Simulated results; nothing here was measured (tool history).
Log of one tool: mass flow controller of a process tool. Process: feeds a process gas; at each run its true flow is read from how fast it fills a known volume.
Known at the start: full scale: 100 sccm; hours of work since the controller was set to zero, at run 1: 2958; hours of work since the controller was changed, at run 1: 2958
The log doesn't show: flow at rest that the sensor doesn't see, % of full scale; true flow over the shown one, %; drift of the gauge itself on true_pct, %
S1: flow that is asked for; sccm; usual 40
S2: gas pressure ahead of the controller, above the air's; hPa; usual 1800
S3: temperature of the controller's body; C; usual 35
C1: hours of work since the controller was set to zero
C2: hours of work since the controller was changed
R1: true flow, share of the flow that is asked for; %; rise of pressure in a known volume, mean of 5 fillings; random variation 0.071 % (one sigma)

run 1 day=0 | S1=40 S2=1800 S3=35 | C1=2958 C2=2958 | R1=103.03
run 2 day=4.221 | S1=27 S2=1800 S3=35 | C1=3014 C2=3014 | R1=103.87
run 3 day=9.742 | S1=27 S2=1800 S3=35 | C1=3086 C2=3086 | R1=104.18
run 4 day=17.121 | S1=11 S2=1800 S3=35 | C1=3184 C2=3184 | R1=107.76
run 5 day=25.492 | S1=40 S2=1690 S3=35 | C1=3294 C2=3294 | R1=103.29
run 6 day=30.45 | S1=40 S2=1690 S3=35 | C1=3359 C2=3359 | R1=103.33
run 7 day=37.525 | S1=40 S2=1960 S3=35 | C1=3452 C2=3452 | R1=103.67
run 8 day=43.45 | S1=40 S2=1960 S3=35 | C1=3530 C2=3530 | R1=103.49
run 9 day=53.121 | S1=40 S2=1960 S3=35 | C1=3657 C2=3657 | R1=103.85
run 10 day=59.196 | S1=40 S2=1420 S3=35 | C1=3737 C2=3737 | R1=103.4
run 11 day=67.192 | S1=40 S2=1420 S3=35 | C1=3842 C2=3842 | R1=103.58
run 12 day=72.654 | S1=40 S2=1800 S3=30 | C1=3914 C2=3914 | R1=103.34
run 13 day=79.962 | S1=40 S2=1800 S3=30 | C1=4010 C2=4010 | R1=103.34
run 14 day=87.738 | S1=40 S2=1800 S3=30 | C1=4113 C2=4113 | R1=103.35
run 15 day=96.004 | S1=12 S2=2110 S3=23 | C1=4221 C2=4221 | R1=108.49
run 16 day=101.996 | S1=41 S2=2620 S3=23 | C1=4300 C2=4300 | R1=103.43

The next listed run, before its measurement:
run 17 day=108.704 | S1=41 S2=2620 S3=23 | C1=4388 C2=4388 | R1=?

R1: 103.41 %
Without the tool's hidden state the same run would have given R1 99.8 %.
